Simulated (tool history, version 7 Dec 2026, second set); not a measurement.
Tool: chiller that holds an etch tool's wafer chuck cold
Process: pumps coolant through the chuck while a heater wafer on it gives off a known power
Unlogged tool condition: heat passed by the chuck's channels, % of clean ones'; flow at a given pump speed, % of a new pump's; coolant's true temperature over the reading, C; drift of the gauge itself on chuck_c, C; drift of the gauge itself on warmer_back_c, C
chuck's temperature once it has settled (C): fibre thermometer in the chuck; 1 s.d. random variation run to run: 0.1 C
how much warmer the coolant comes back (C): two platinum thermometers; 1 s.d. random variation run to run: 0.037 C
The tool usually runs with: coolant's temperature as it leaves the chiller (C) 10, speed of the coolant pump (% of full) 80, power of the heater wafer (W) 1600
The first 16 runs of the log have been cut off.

| run | hour | coolant's temperature as it leaves the chiller (C) | speed of the coolant pump (% of full) | power of the heater wafer (W) | hours since the coolant was changed and the channels were flushed | hours since the pump was overhauled | hours since the chiller's thermometer was calibrated | chuck's temperature once it has settled (C) | how much warmer the coolant comes back (C) |
|---|---|---|---|---|---|---|---|---|---|
| 17 | 759.6 | 10 | 74 | 1149 | 1070 | 1295 | 1957 | 23.8 | 5.44 |
| 18 | 795.6 | 10 | 74 | 1149 | 1106 | 1331 | 1993 | 23.6 | 5.41 |
| 19 | 839.8 | 15 | 93 | 1600 | 1150 | 1376 | 2037 | 31.3 | 5.97 |
| 20 | 910.4 | 10 | 77 | 1498 | 1220 | 1446 | 2108 | 27.5 | 6.74 |
| 21 | 956.1 | 10 | 77 | 1498 | 1266 | 1492 | 2153 | 27.5 | 6.75 |
| 22 | 1017.6 | 10 | 77 | 1498 | 1328 | 1553 | 2215 | 27.4 | 6.72 |
| 23 | 1047.3 | 10 | 77 | 1498 | 1357 | 1583 | 2245 | 27.4 | 6.72 |
| 24 | 1106.4 | 10 | 77 | 1498 | 1416 | 1642 | 2304 | 27.4 | 6.71 |
|  | 1166.8 | gauge calibrated |
| 25 | 1170.4 | 0 | 69 | 1163 | 1480 | 1706 | 2368 | 14.4 | 6.19 |
| 26 | 1204.9 | 3 | 74 | 1175 | 1515 | 1741 | 2402 | 16.9 | 5.8 |
| 27 | 1238.7 | 19 | 61 | 822 | 1549 | 1775 | 2436 | 30.4 | 4.98 |
| 28 | 1272.1 | 7 | 61 | 1030 | 1582 | 1808 | 2469 | 21.1 | 6.25 |
| 29 | 1341.1 | 14 | 80 | 1600 | 1651 | 1877 | 2538 | 32.1 | 7.19 |
| 30 | 1398.8 | 5 | 61 | 1830 | 1709 | 1935 | 2596 | 29.8 | 10.91 |
| 31 | 1428.8 | 5 | 61 | 1830 | 1739 | 1965 | 2626 | 29.9 | 10.94 |

5 options for the next run, each taken on its own from the tool as it stands now. Forecast them:
| A | 1469.1 | 19 | 66 | 1600 | 1779 | 2005 | 2666 | ? | ? |
| B | 1469.1 | 8 | 63 | 2025 | 1779 | 2005 | 2666 | ? | ? |
| C | 1469.1 | 10 | 80 | 1245 | 1779 | 2005 | 2666 | ? | ? |
| D | 1469.1 | 12 | 96 | 2167 | 1779 | 2005 | 2666 | ? | ? |
| E | 1469.1 | 10 | 80 | 1217 | 1779 | 2005 | 2666 | ? | ? |

| run | chuck's temperature once it has settled (C) | how much warmer the coolant comes back (C) |
|---|---|---|
| A | 39.7 | 8.88 |
| B | 34.9 | 11.83 |
| C | 24 | 5.57 |
| D | 33.7 | 8.07 |
| E | 23.6 | 5.44 |
Stripped of hidden state, with their random variation kept, the same runs would have yielded:
| run | chuck's temperature once it has settled (C) | how much warmer the coolant comes back (C) |
|---|---|---|
| A | 39.7 | 8.99 |
| B | 34.9 | 11.94 |
| C | 24 | 5.68 |
| D | 33.7 | 8.18 |
| E | 23.6 | 5.55 |

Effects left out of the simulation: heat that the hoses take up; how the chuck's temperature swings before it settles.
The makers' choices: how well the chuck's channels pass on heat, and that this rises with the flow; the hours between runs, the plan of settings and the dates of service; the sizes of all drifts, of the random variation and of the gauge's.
